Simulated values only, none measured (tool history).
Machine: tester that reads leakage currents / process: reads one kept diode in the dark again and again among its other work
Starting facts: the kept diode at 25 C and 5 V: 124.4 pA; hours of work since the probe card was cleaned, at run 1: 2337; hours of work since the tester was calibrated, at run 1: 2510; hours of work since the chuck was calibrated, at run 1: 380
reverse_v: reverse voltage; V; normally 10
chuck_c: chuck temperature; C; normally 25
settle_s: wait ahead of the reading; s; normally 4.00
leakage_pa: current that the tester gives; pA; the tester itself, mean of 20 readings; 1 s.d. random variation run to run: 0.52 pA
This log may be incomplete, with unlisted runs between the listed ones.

| run | hour | reverse_v | chuck_c | settle_s | hours of work since the probe card was cleaned | hours of work since the tester was calibrated | hours of work since the chuck was calibrated | leakage_pa |
|---|---|---|---|---|---|---|---|---|
| 1 | 0.0 | 10 | 25 | 4.00 | 2337 | 2510 | 380 | 186.40 |
| 2 | 122.3 | 10 | 25 | 4.00 | 2403 | 2575 | 446 | 187.14 |
| 3 | 345.2 | 10 | 25 | 4.00 | 2523 | 2695 | 566 | 189.26 |
| 4 | 470.2 | 10 | 25 | 4.00 | 2590 | 2762 | 633 | 189.08 |
| 5 | 650.9 | 10 | 25 | 4.00 | 2687 | 2860 | 730 | 191.32 |
| 6 | 778.1 | 10 | 25 | 4.00 | 2756 | 2928 | 798 | 192.43 |
| 7 | 995.9 | 10 | 25 | 4.00 | 2873 | 3045 | 916 | 193.80 |
|  | 1012.2 | chuck's temperature calibrated |
|  | 1103.1 | tester calibrated |
| 8 | 1134.4 | 10 | 25 | 4.00 | 2945 | 17 | 65 | 195.00 |
| 9 | 1278.1 | 10 | 25 | 4.00 | 3023 | 94 | 142 | 196.86 |
|  | 1414.5 | chuck's temperature calibrated, once more |
| 10 | 1484.1 | 10 | 25 | 1.06 | 3132 | 204 | 37 | 189.39 |
|  | 1520.7 | probe card cleaned and baked |
| 11 | 1720.2 | 10 | 46 | 1.06 | 107 | 329 | 163 | 715.21 |

Estimate the outcome of run 12 from the log above:
| 12 | 1867.1 | 10 | 25 | 3.82 | 186 | 408 | 242 | ? |

{"run 12": {"leakage_pa": 173.26}}
The same run, on a tool lacking any hidden state, would have yielded leakage_pa 171.35 pA.
